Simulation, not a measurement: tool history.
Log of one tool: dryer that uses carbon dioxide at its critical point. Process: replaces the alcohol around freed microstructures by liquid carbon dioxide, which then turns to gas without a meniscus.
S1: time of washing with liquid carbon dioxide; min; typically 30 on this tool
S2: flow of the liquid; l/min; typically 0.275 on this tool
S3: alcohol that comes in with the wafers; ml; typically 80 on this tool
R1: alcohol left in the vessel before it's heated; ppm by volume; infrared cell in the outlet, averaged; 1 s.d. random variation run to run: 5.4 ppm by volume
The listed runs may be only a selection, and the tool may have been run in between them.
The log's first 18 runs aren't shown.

run 19 day=5.992 | S1=30 S2=0.275 S3=80 | R1=181
run 20 day=6.3 | S1=30 S2=0.275 S3=80 | R1=175
run 21 day=6.571 | S1=30 S2=0.243 S3=80 | R1=355
run 22 day=6.808 | S1=30 S2=0.243 S3=80 | R1=362
run 23 day=7.15 | S1=30 S2=0.243 S3=80 | R1=374
run 24 day=7.388 | S1=28 S2=0.235 S3=40 | R1=333
run 25 day=7.717 | S1=34 S2=0.266 S3=37 | R1=82
run 26 day=7.892 | S1=34 S2=0.266 S3=37 | R1=87
run 27 day=8.242 | S1=34 S2=0.266 S3=37 | R1=84
run 28 day=8.567 | S1=28 S2=0.271 S3=99 | R1=390
run 29 day=8.862 | S1=28 S2=0.179 S3=99 | R1=2526
run 30 day=9.158 | S1=32 S2=0.275 S3=65 | R1=141
run 31 day=9.446 | S1=32 S2=0.368 S3=118 | R1=68
run 32 day=9.742 | S1=33 S2=0.289 S3=118 | R1=148
run 33 day=9.971 | S1=39 S2=0.281 S3=49 | R1=64
run 34 day=10.367 | S1=30 S2=0.275 S3=32 | R1=115
run 35 day=10.696 | S1=44 S2=0.309 S3=39 | R1=55
run 36 day=10.962 | S1=20 S2=0.398 S3=88 | R1=280
run 37 day=11.267 | S1=44 S2=0.195 S3=102 | R1=264
run 38 day=11.633 | S1=44 S2=0.195 S3=102 | R1=252
run 39 day=11.9 | S1=44 S2=0.195 S3=102 | R1=266
run 40 day=12.275 | S1=32 S2=0.425 S3=62 | R1=63
run 41 day=12.583 | S1=18 S2=0.275 S3=35 | R1=1023
run 42 day=12.879 | S1=18 S2=0.275 S3=35 | R1=1045
run 43 day=13.05 | S1=30 S2=0.219 S3=25 | R1=281

Here are 4 independent what-if runs from the current tool condition. What would each one return?
run A day=13.333 | S1=30 S2=0.275 S3=43 | R1=?
run B day=13.333 | S1=20 S2=0.349 S3=109 | R1=?
run C day=13.333 | S1=36 S2=0.275 S3=80 | R1=?
run D day=13.333 | S1=35 S2=0.292 S3=34 | R1=?

run=A R1=176
run=B R1=737
run=C R1=126
run=D R1=90
Had the tool no hidden state, the same runs would have come out as:
run=A R1=73
run=B R1=443
run=C R1=43
run=D R1=23
